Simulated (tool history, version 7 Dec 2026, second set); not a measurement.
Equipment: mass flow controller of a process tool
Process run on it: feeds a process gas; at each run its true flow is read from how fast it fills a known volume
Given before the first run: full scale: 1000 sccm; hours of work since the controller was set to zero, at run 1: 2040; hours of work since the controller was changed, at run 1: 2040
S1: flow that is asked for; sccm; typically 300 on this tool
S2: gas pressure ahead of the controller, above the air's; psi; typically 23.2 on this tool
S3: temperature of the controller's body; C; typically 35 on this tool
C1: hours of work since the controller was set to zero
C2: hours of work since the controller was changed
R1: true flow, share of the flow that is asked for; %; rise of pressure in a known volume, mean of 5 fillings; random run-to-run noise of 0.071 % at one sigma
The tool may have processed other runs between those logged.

run     day    S1    S2  S3    C1    C2      R1
  1   0.000   300  23.2  35  2040  2040   99.66
  2   2.208   300  23.2  35  2080  2080   99.70
  3   4.517   264  23.2  35  2121  2121   99.71
  4   6.929   264  27.8  35  2165  2165   99.55
  5  10.312   264  27.8  25  2226  2226   98.57
  6  12.854   264  27.8  25  2272  2272   98.62
  7  17.233   377  27.8  25  2352  2352   98.71
  8  20.825   377  27.8  25  2417  2417   98.84
  9  23.850  1000  26.8  38  2471  2471  101.53
 10  26.600   181  26.8  30  2521  2521   98.99
 11  31.400   181  26.8  30  2608  2608   98.83
 12  35.479   181  26.8  30  2682  2682   98.83
 13  40.312   238  26.8  23  2769  2769   98.33
 14  43.921   238  21.8  34  2835  2835   99.64
 15  47.296   128  32.3  22  2896  2896   97.99
 16  51.171   128  32.3  22  2966  2966   97.88

Alternative continuations, all from the tool just after run 16; predict every row:
  A  53.500  697  36.7  22  3008  3008   ?
  B  53.500  300  24.7  27  3008  3008   ?
  C  53.500  117  36.3  23  3008  3008   ?
  D  53.500  300  21.5  35  3008  3008   ?

run     R1
  A  99.02
  B  98.99
  C  97.88
  D  99.67
Without the tool's unlogged condition, the same runs would have read:
run     R1
  A  99.01
  B  98.98
  C  97.86
  D  99.66

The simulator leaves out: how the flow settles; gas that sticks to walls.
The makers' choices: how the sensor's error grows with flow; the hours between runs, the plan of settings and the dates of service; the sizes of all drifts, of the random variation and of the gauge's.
